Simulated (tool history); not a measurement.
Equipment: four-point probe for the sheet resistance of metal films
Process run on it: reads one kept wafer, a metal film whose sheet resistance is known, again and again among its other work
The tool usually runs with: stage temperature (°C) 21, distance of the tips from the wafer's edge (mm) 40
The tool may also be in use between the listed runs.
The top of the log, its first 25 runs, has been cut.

run    hour  stage temperature (°C)  distance of the tips from the wafer's edge (mm)  touches since the probe head was changed  hours of work since the stage's thermometer was calibrated  sheet resistance as the instrument gives it (ohm/square)
 26  1843.1                      29                                               46                                      5411                                                         255                                                  8.899125
 27  1891.5                      30                                               16                                      8052                                                         286                                                  8.921077
 28  1989.7                      26                                                4                                     13407                                                         350                                                  9.189028
 29  2067.3                      26                                                4                                     17642                                                         400                                                  9.190380
 30  2119.2                      26                                                4                                     20472                                                         434                                                  9.190572
 31  2177.1                      26                                                4                                     23629                                                         472                                                  9.191043
 32  2274.0                      26                                                4                                     28917                                                         535                                                  9.197144
 33  2351.6                      18                                                4                                     33150                                                         585                                                  9.195251
 34  2412.1                      18                                                4                                     36454                                                         624                                                  9.194242
 35  2502.9                      18                                                4                                     41403                                                         683                                                  9.192275
 36  2580.3                      27                                                6                                     45629                                                         734                                                  9.043529
 37  2658.4                      31                                               10                                     49889                                                         784                                                  8.955283
 38  2723.0                      26                                               10                                     53416                                                         826                                                  8.955195
 39  2787.0                      20                                               72                                     56905                                                         868                                                  8.911310
 40  2832.9                      30                                               19                                     59411                                                         898                                                  8.924581
 41  2926.8                      34                                               70                                     64529                                                         959                                                  8.910417
 42  3015.7                      20                                               58                                     69381                                                        1016                                                  8.917983
 43  3071.4                      20                                               58                                     72420                                                        1052                                                  8.919044
 44  3125.5                      20                                               58                                     75374                                                        1088                                                  8.917492

4 options for the next run, each taken on its own from the tool as it stands now. Forecast them:
  A  3189.9                      22                                               58                                     78883                                                        1129                                                         ?
  B  3189.9                      25                                               12                                     78883                                                        1129                                                         ?
  C  3189.9                      23                                                3                                     78883                                                        1129                                                         ?
  D  3189.9                      29                                               58                                     78883                                                        1129                                                         ?

run  sheet resistance as the instrument gives it (ohm/square)
  A                                                  8.919526
  B                                                  8.951322
  C                                                  9.420988
  D                                                  8.921111
Without the tool's unlogged condition, the same runs would have read:
run  sheet resistance as the instrument gives it (ohm/square)
  A                                                  8.916441
  B                                                  8.948109
  C                                                  9.417755
  D                                                  8.917750
